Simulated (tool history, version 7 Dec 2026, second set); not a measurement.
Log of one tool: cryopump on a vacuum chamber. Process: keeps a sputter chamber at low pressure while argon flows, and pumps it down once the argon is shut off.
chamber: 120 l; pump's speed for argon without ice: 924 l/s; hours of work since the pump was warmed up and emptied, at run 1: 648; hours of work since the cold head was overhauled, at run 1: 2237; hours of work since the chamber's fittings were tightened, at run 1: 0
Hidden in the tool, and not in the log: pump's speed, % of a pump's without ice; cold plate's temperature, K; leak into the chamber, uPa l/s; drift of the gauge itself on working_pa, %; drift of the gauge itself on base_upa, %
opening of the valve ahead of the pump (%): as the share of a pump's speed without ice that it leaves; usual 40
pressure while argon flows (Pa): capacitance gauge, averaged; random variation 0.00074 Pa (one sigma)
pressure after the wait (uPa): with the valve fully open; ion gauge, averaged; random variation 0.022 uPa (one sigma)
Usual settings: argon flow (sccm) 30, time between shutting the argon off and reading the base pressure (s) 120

run    hour  argon flow (sccm)  time between shutting the argon off and reading the base pressure (s)  opening of the valve ahead of the pump (%)  hours of work since the pump was warmed up and emptied  hours of work since the cold head was overhauled  hours of work since the chamber's fittings were tightened  pressure while argon flows (Pa)  pressure after the wait (uPa)
  1     0.0                 30                                                                    120                                          40                                                     648                                              2237                                                          0                           0.1622                           0.86
  2   116.8                 30                                                                    120                                          40                                                     731                                              2319                                                         82                           0.1653                           1.05
      129.0  -- pump warmed up, emptied and cooled again
  3   235.1                 30                                                                    120                                          40                                                      75                                              2399                                                        162                           0.1393                           1.01
  4   315.0                 30                                                                    170                                          40                                                     131                                              2455                                                        218                           0.1417                           0.98
  5   434.0                 30                                                                    170                                          22                                                     215                                              2539                                                        302                           0.2565                           1.21
  6   484.5                 30                                                                    120                                          57                                                     250                                              2574                                                        338                           0.1051                           1.39
  7   544.8                 30                                                                    120                                          57                                                     293                                              2617                                                        380                           0.1065                           1.41
  8   627.7                 30                                                                    120                                          57                                                     351                                              2675                                                        438                           0.1082                           1.63
  9   726.2                 19                                                                    120                                          40                                                     420                                              2744                                                        508                           0.0959                           1.80
 10   802.1                 30                                                                    120                                          40                                                     474                                              2798                                                        561                           0.1534                           1.88
 11   890.9                 30                                                                    120                                          40                                                     536                                              2860                                                        624                           0.1550                           2.10
 12   966.8                 30                                                                    120                                          40                                                     590                                              2914                                                        677                           0.1580                           2.33
 13  1089.1                 30                                                                    120                                          40                                                     676                                              3000                                                        763                           0.1630                           2.51
 14  1162.4                 34                                                                    120                                          40                                                     727                                              3051                                                        815                           0.1874                           2.77
     1181.7  -- pump warmed up, emptied and cooled again
 15  1265.5                 34                                                                    120                                          40                                                      59                                              3120                                                        884                           0.1589                           2.15
 16  1364.3                 30                                                                     34                                          37                                                     129                                              3190                                                        953                           0.1529                           3.26
 17  1419.1                 14                                                                     34                                          37                                                     167                                              3229                                                        992                           0.0724                           3.36
 18  1517.7                 14                                                                     34                                          37                                                     237                                              3298                                                       1061                           0.0742                           3.48
 19  1615.2                 35                                                                     49                                          34                                                     305                                              3367                                                       1130                           0.2003                           3.31
 20  1727.2                 35                                                                     49                                          34                                                     384                                              3445                                                       1209                           0.2055                           3.52
 21  1813.4                 14                                                                    120                                          25                                                     445                                              3506                                                       1269                           0.1097                           3.38
 22  1878.4                 26                                                                     62                                          40                                                     490                                              3552                                                       1315                           0.1352                           3.82
 23  1973.4                 16                                                                     53                                          40                                                     557                                              3619                                                       1382                           0.0851                           4.22
 24  2069.7                 57                                                                    198                                          40                                                     625                                              3686                                                       1450                           0.3054                           3.89
 25  2175.2                 30                                                                     68                                          40                                                     699                                              3761                                                       1524                           0.1653                           4.74
     2234.2  -- pump warmed up, emptied and cooled again
 26  2234.2                 30                                                                     68                                          40                                                       0                                              3799                                                       1562                           0.1396                           3.38
 27  2314.1                 24                                                                     23                                          26                                                      56                                              3855                                                       1618                           0.1698                           4.82
 28  2374.1                 21                                                                     56                                          34                                                      99                                              3897                                                       1660                           0.1157                           3.94
 29  2452.6                 25                                                                     93                                          24                                                     154                                              3952                                                       1716                           0.1935                           3.78
 30  2518.2                 30                                                                     46                                          40                                                     200                                              3999                                                       1762                           0.1453                           4.47

4 ways to go on from here, each from the tool as it stands after run 30. What would each give?
  A  2591.9                 30                                                                     21                                          36                                                     252                                              4051                                                       1814                                ?                              ?
  B  2591.9                 28                                                                     24                                          37                                                     252                                              4051                                                       1814                                ?                              ?
  C  2591.9                 30                                                                     40                                          39                                                     252                                              4051                                                       1814                                ?                              ?
  D  2591.9                 30                                                                    112                                          40                                                     252                                              4051                                                       1814                                ?                              ?

run  pressure while argon flows (Pa)  pressure after the wait (uPa)
  A                           0.1623                           5.84
  B                           0.1465                           5.53
  C                           0.1492                           4.62
  D                           0.1458                           4.01
Without the tool's hidden state the same runs would have given:
run  pressure while argon flows (Pa)  pressure after the wait (uPa)
  A                           0.1533                           2.45
  B                           0.1383                           2.15
  C                           0.1403                           1.38
  D                           0.1369                           0.72
